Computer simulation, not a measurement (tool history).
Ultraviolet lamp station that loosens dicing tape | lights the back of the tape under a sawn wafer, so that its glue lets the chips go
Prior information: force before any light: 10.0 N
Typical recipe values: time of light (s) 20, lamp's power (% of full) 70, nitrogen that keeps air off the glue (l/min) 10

| run | hour | time of light (s) | lamp's power (% of full) | nitrogen that keeps air off the glue (l/min) | force that peels the tape off (N) | light that reached the tape (mJ/cm2) |
|---|---|---|---|---|---|---|
| 1 | 0.0 | 20 | 70 | 10 | 1.785 | 261 |
| 2 | 6.6 | 20 | 70 | 13 | 1.673 | 257 |
| 3 | 17.6 | 20 | 70 | 10 | 1.780 | 257 |
| 4 | 25.7 | 20 | 70 | 10 | 1.828 | 255 |
| 5 | 32.4 | 20 | 70 | 10 | 1.847 | 253 |
| 6 | 41.0 | 20 | 70 | 10 | 1.859 | 254 |
| 7 | 52.8 | 20 | 70 | 10 | 1.833 | 253 |
| 8 | 62.9 | 20 | 70 | 10 | 1.840 | 255 |
| 9 | 71.0 | 23 | 70 | 10 | 1.156 | 328 |
| 10 | 78.7 | 20 | 70 | 10 | 1.561 | 281 |
| 11 | 86.2 | 20 | 70 | 13 | 1.435 | 283 |
| 12 | 93.1 | 20 | 70 | 13 | 1.383 | 278 |
| 13 | 103.4 | 20 | 70 | 10 | 1.603 | 279 |
| 14 | 110.6 | 20 | 70 | 10 | 1.558 | 276 |
| 15 | 116.0 | 11 | 70 | 10 | 3.676 | 151 |
| 16 | 122.2 | 18 | 70 | 10 | 1.911 | 248 |
| 17 | 131.2 | 18 | 70 | 10 | 1.965 | 250 |
| 18 | 138.6 | 14 | 70 | 6 | 3.100 | 191 |
| 19 | 145.0 | 24 | 70 | 15 | 0.979 | 325 |
| 20 | 155.1 | 24 | 70 | 15 | 0.983 | 324 |
| 21 | 161.2 | 20 | 66 | 4 | 2.549 | 256 |
| 22 | 168.1 | 20 | 96 | 4 | 1.425 | 364 |
| 23 | 174.2 | 10 | 70 | 8 | 4.318 | 133 |
| 24 | 183.6 | 20 | 61 | 6 | 2.519 | 231 |
| 25 | 189.4 | 20 | 61 | 6 | 2.532 | 233 |
| 26 | 196.3 | 34 | 70 | 4 | 0.983 | 445 |
| 27 | 204.0 | 34 | 70 | 4 | 0.945 | 447 |
| 28 | 214.0 | 34 | 70 | 4 | 0.964 | 446 |
| 29 | 223.8 | 34 | 70 | 4 | 0.992 | 444 |
| 30 | 234.3 | 25 | 92 | 4 | 1.045 | 427 |
| 31 | 244.2 | 35 | 70 | 5 | 0.841 | 454 |
| 32 | 254.1 | 31 | 82 | 6 | 0.658 | 468 |
| 33 | 264.3 | 13 | 70 | 14 | 3.001 | 166 |
| 34 | 270.7 | 20 | 68 | 10 | 1.903 | 247 |

Not shown: 1 entry that the log had between the listed runs. Between which runs, and how does the tool's hidden state differ before and after?
Between runs 8 and 9: window cleaned of glue's vapour (hour 67.8)
  lamp's light, % of a new lamp's: 93.8 -> 93.6; light that the window lets through, % of a clean one's: 88.3 -> 99.7
  measured minus no-state result, force that peels the tape off (N): +0.530 -> +0.159; light that reached the tape (mJ/cm2): -52 -> -23
